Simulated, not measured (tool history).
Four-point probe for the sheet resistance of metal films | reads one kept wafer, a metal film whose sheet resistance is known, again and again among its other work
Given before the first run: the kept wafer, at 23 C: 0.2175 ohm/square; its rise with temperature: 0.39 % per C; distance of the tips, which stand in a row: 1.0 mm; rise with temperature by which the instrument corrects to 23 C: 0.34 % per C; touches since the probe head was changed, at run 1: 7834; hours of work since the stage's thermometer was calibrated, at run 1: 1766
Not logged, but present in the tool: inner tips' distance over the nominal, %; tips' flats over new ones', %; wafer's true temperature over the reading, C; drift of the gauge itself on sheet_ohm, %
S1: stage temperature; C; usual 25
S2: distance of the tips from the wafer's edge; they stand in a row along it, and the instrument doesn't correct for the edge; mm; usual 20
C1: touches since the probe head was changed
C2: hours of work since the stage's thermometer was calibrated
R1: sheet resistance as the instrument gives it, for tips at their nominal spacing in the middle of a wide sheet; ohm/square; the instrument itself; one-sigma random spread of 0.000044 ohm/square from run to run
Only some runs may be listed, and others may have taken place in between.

run 1 day=0 | S1=25 S2=20 | C1=7834 C2=1766 | R1=0.218448
run 2 day=0.433 | S1=18 S2=20 | C1=7966 C2=1771 | R1=0.217632
run 3 day=0.962 | S1=25 S2=20 | C1=8126 C2=1778 | R1=0.218456
run 4 day=1.238 | S1=25 S2=52 | C1=8211 C2=1781 | R1=0.218147
run 5 day=1.762 | S1=25 S2=36 | C1=8370 C2=1788 | R1=0.218187
run 6 day=2.183 | S1=25 S2=20 | C1=8498 C2=1793 | R1=0.218401
run 7 day=2.833 | S1=33 S2=20 | C1=8696 C2=1801 | R1=0.219236
run 8 day=3.496 | S1=27 S2=20 | C1=8897 C2=1809 | R1=0.218608
run 9 day=3.871 | S1=35 S2=49 | C1=9012 C2=1814 | R1=0.21918
run 10 day=4.242 | S1=31 S2=21 | C1=9125 C2=1819 | R1=0.219054
run 11 day=4.846 | S1=31 S2=21 | C1=9308 C2=1826 | R1=0.218984
run 12 day=5.183 | S1=21 S2=17 | C1=9410 C2=1830 | R1=0.218024
run 13 day=5.838 | S1=25 S2=20 | C1=9609 C2=1838 | R1=0.21847
run 14 day=6.346 | S1=24 S2=42 | C1=9765 C2=1845 | R1=0.218052
run 15 day=6.988 | S1=24 S2=42 | C1=9960 C2=1853 | R1=0.218077
run 16 day=7.417 | S1=24 S2=11 | C1=10089 C2=1858 | R1=0.218998

Table of differences, measured result less the result of that run with no hidden state. Run-to-run variation is the same in both. Gauge scatter possibly is not:
run=1 R1=+0.000397
run=2 R1=+0.000408
run=3 R1=+0.000396
run=4 R1=+0.000396
run=5 R1=+0.000396
run=6 R1=+0.000395
run=7 R1=+0.000384
run=8 R1=+0.000393
run=9 R1=+0.000379
run=10 R1=+0.000386
run=11 R1=+0.000386
run=12 R1=+0.000402
run=13 R1=+0.000395
run=14 R1=+0.000396
run=15 R1=+0.000396
run=16 R1=+0.000397
